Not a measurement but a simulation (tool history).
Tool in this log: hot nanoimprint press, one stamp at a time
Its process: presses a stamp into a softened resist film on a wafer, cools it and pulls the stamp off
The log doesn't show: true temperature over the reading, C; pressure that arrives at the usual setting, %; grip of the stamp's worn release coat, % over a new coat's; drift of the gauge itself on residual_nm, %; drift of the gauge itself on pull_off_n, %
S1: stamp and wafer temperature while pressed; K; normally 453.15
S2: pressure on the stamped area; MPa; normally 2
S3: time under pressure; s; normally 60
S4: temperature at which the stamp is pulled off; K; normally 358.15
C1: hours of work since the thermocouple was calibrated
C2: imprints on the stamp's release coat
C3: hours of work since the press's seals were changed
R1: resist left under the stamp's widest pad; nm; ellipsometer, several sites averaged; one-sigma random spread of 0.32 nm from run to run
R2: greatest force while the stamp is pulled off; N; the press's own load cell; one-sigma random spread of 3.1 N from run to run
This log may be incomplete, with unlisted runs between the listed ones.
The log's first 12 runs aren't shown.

| run | hour | S1 | S2 | S3 | S4 | C1 | C2 | C3 | R1 | R2 |
|---|---|---|---|---|---|---|---|---|---|---|
|  | 261.4 | plate thermocouple calibrated, once more |
| 13 | 283 | 453.15 | 2 | 33 | 358.15 | 10 | 1877 | 288 | 107.6 | 201 |
| 14 | 300 | 453.15 | 2 | 60 | 358.15 | 19 | 1943 | 296 | 87.2 | 193 |
| 15 | 330.2 | 453.15 | 2 | 60 | 358.15 | 33 | 2060 | 311 | 87.1 | 201 |
| 16 | 344.9 | 453.15 | 2 | 60 | 358.15 | 41 | 2117 | 318 | 87.4 | 207 |
|  | 370.2 | stamp cleaned and given a new release coat |
| 17 | 380.1 | 453.15 | 2 | 60 | 358.15 | 55 | 38 | 332 | 87.5 | 146 |
| 18 | 395.6 | 455.15 | 2 | 60 | 358.15 | 62 | 98 | 340 | 80.9 | 153 |
| 19 | 410.7 | 455.15 | 2 | 60 | 358.15 | 70 | 157 | 347 | 80.7 | 151 |
| 20 | 434.5 | 455.15 | 2 | 60 | 358.15 | 81 | 249 | 359 | 81.1 | 155 |
| 21 | 465.2 | 453.15 | 2 | 60 | 352.15 | 96 | 368 | 374 | 86.7 | 169 |

Run 22, settings as shown, results not yet in. Your forecast:
| 22 | 491.5 | 453.15 | 2.84 | 60 | 358.15 | 109 | 470 | 386 | ? | ? |

Run 22 yielded R1 72.9 nm, R2 163 N.
With no hidden state in the tool, this same run would have given R1 73.1 nm, R2 152 N.
